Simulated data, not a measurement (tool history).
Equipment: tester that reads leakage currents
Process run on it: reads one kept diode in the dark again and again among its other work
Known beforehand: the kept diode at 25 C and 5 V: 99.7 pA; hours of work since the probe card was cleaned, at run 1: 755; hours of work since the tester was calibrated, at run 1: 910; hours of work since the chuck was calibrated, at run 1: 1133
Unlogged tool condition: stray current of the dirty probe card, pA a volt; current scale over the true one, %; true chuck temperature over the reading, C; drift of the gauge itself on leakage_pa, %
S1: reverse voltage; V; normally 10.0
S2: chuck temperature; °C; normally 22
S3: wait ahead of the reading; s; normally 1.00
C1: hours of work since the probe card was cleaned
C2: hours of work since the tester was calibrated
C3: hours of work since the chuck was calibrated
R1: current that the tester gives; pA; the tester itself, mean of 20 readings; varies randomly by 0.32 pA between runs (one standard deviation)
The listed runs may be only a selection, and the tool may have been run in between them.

{"run": 1, "hour": 0.0, "S1": 10.0, "S2": 22, "S3": 1.0, "C1": 755, "C2": 910, "C3": 1133, "R1": 128.98}
{"run": 2, "hour": 62.6, "S1": 10.0, "S2": 22, "S3": 1.0, "C1": 782, "C2": 936, "C3": 1159, "R1": 129.99}
{"run": 3, "hour": 131.9, "S1": 10.0, "S2": 22, "S3": 0.83, "C1": 811, "C2": 965, "C3": 1189, "R1": 130.32}
{"hour": 139.4, "done": "chuck's temperature calibrated"}
{"run": 4, "hour": 180.2, "S1": 10.0, "S2": 21, "S3": 1.0, "C1": 830, "C2": 985, "C3": 17, "R1": 97.2}
{"run": 5, "hour": 246.3, "S1": 10.0, "S2": 29, "S3": 1.0, "C1": 858, "C2": 1012, "C3": 45, "R1": 196.26}
{"run": 6, "hour": 320.1, "S1": 10.0, "S2": 39, "S3": 1.0, "C1": 889, "C2": 1044, "C3": 76, "R1": 456.57}
{"run": 7, "hour": 357.4, "S1": 10.0, "S2": 39, "S3": 1.0, "C1": 905, "C2": 1059, "C3": 92, "R1": 455.84}
{"run": 8, "hour": 393.6, "S1": 3.9, "S2": 39, "S3": 1.0, "C1": 920, "C2": 1074, "C3": 107, "R1": 302.34}
{"run": 9, "hour": 431.4, "S1": 3.9, "S2": 32, "S3": 1.0, "C1": 936, "C2": 1090, "C3": 123, "R1": 168.96}
{"run": 10, "hour": 466.0, "S1": 10.0, "S2": 22, "S3": 1.0, "C1": 951, "C2": 1105, "C3": 138, "R1": 108.91}
{"run": 11, "hour": 538.9, "S1": 10.0, "S2": 22, "S3": 1.0, "C1": 981, "C2": 1136, "C3": 168, "R1": 109.41}
{"run": 12, "hour": 606.0, "S1": 2.3, "S2": 22, "S3": 1.0, "C1": 1010, "C2": 1164, "C3": 196, "R1": 56.62}
{"run": 13, "hour": 650.5, "S1": 2.3, "S2": 22, "S3": 1.0, "C1": 1028, "C2": 1183, "C3": 215, "R1": 57.07}
{"run": 14, "hour": 711.8, "S1": 2.3, "S2": 22, "S3": 1.0, "C1": 1054, "C2": 1208, "C3": 241, "R1": 57.17}
{"run": 15, "hour": 763.3, "S1": 2.3, "S2": 52, "S3": 1.0, "C1": 1076, "C2": 1230, "C3": 263, "R1": 680.54}
{"hour": 770.4, "done": "tester calibrated"}
{"run": 16, "hour": 845.0, "S1": 10.0, "S2": 22, "S3": 5.12, "C1": 1109, "C2": 31, "C3": 296, "R1": 111.95}
{"run": 17, "hour": 882.0, "S1": 5.5, "S2": 33, "S3": 1.0, "C1": 1125, "C2": 47, "C3": 312, "R1": 222.46}
{"run": 18, "hour": 947.6, "S1": 14.1, "S2": 29, "S3": 1.0, "C1": 1153, "C2": 75, "C3": 339, "R1": 243.32}
{"run": 19, "hour": 1009.9, "S1": 14.1, "S2": 28, "S3": 5.71, "C1": 1179, "C2": 101, "C3": 366, "R1": 223.46}
{"run": 20, "hour": 1052.2, "S1": 14.1, "S2": 28, "S3": 5.71, "C1": 1197, "C2": 119, "C3": 383, "R1": 224.25}
{"run": 21, "hour": 1108.4, "S1": 10.0, "S2": 22, "S3": 7.13, "C1": 1220, "C2": 142, "C3": 407, "R1": 114.55}
{"run": 22, "hour": 1159.3, "S1": 10.0, "S2": 22, "S3": 7.13, "C1": 1242, "C2": 164, "C3": 429, "R1": 115.8}
{"hour": 1232.4, "done": "tester calibrated, once more"}
{"run": 23, "hour": 1241.6, "S1": 1.3, "S2": 22, "S3": 1.09, "C1": 1275, "C2": 4, "C3": 462, "R1": 45.78}
{"run": 24, "hour": 1293.8, "S1": 10.0, "S2": 24, "S3": 1.0, "C1": 1297, "C2": 26, "C3": 484, "R1": 137.81}
{"run": 25, "hour": 1365.0, "S1": 4.5, "S2": 32, "S3": 3.03, "C1": 1327, "C2": 56, "C3": 514, "R1": 191.91}
{"run": 26, "hour": 1400.6, "S1": 2.3, "S2": 40, "S3": 4.76, "C1": 1342, "C2": 71, "C3": 529, "R1": 276.24}
{"run": 27, "hour": 1478.3, "S1": 2.3, "S2": 40, "S3": 4.76, "C1": 1375, "C2": 104, "C3": 562, "R1": 276.38}
{"run": 28, "hour": 1521.8, "S1": 2.7, "S2": 40, "S3": 1.09, "C1": 1393, "C2": 122, "C3": 580, "R1": 299.41}
{"hour": 1554.9, "done": "probe card cleaned and baked"}
{"run": 29, "hour": 1593.7, "S1": 2.7, "S2": 40, "S3": 1.09, "C1": 16, "C2": 151, "C3": 609, "R1": 300.06}
{"run": 30, "hour": 1659.6, "S1": 15.7, "S2": 25, "S3": 0.38, "C1": 44, "C2": 179, "C3": 637, "R1": 187.29}

Predict each of these 3 candidate next runs independently; none follows another, all start after run 30:
{"run": "A", "hour": 1729.5, "S1": 8.6, "S2": 31, "S3": 0.38, "C1": 74, "C2": 208, "C3": 667, "R1": "?"}
{"run": "B", "hour": 1729.5, "S1": 10.7, "S2": 22, "S3": 1.43, "C1": 74, "C2": 208, "C3": 667, "R1": "?"}
{"run": "C", "hour": 1729.5, "S1": 10.0, "S2": 23, "S3": 1.0, "C1": 74, "C2": 208, "C3": 667, "R1": "?"}

run=A R1=239.97
run=B R1=119.20
run=C R1=127.08
Without the tool's hidden state the same runs would have given:
run=A R1=216.10
run=B R1=106.50
run=C R1=113.68

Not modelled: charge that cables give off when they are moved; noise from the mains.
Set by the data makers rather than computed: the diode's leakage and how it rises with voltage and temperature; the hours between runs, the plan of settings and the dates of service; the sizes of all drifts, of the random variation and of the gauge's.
